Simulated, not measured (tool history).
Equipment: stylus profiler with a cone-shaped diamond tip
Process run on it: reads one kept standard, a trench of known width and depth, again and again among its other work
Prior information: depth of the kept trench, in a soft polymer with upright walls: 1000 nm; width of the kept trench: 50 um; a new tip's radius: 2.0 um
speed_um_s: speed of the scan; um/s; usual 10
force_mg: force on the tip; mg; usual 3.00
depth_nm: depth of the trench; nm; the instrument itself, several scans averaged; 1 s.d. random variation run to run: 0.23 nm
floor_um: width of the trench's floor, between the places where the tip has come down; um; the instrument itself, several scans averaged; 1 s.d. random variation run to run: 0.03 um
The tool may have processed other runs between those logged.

run,hour,speed_um_s,force_mg,depth_nm,floor_um
1,0.0,10,3.00,1006.97,45.81
2,16.8,10,3.00,1006.85,45.85
3,46.8,4,3.00,1006.98,45.85
4,61.7,4,3.00,1006.56,45.84
5,87.0,4,3.00,1006.98,45.83
6,113.8,4,3.00,1006.63,45.90
7,132.0,4,3.00,1006.67,45.77
8,153.7,4,6.26,1012.26,45.79
9,173.6,10,3.00,1006.57,45.77
10,199.9,10,3.00,1006.85,45.78
11,236.2,10,2.01,1004.81,45.71
12,252.9,10,3.00,1006.63,45.78
13,285.5,10,3.00,1006.83,45.73
14,314.0,10,3.00,1006.17,45.70
15,345.1,10,3.00,1006.39,45.69
16,372.4,24,3.00,1006.44,45.67
17,396.5,24,3.00,1006.51,45.60
18,425.7,7,1.72,1003.52,45.66
19,454.3,17,6.42,1012.27,45.65
20,472.9,14,2.60,1005.19,45.62
21,496.9,12,1.06,1002.63,45.57
# hour 500.2: height scale calibrated on a step standard
22,533.9,17,1.06,1000.63,45.56
23,563.1,21,1.34,1001.32,45.48
24,584.7,25,3.69,1006.52,45.52
25,601.3,13,2.86,1005.02,45.56
26,621.6,13,2.86,1004.45,45.55
27,636.5,13,2.86,1004.42,45.59
28,657.9,6,1.94,1002.80,45.55
# hour 678.7: height scale calibrated on a step standard, once more
29,688.9,10,7.53,1015.81,45.53
30,711.3,3,3.00,1009.03,45.61
31,729.1,9,6.12,1013.71,45.58
32,749.2,8,4.47,1011.50,45.46
33,773.0,8,4.47,1011.07,45.50

3 options for the next run, each taken on its own from the tool as it stands now. Forecast them:
A,795.5,25,1.88,?,?
B,795.5,34,2.91,?,?
C,795.5,8,8.23,?,?

run,depth_nm,floor_um
A,1006.26,45.39
B,1008.46,45.30
C,1016.53,45.55
The same runs, with their run-to-run variation unchanged, on a tool lacking any hidden condition would have given:
run,depth_nm,floor_um
A,1006.32,46.40
B,1008.53,46.31
C,1016.59,46.56
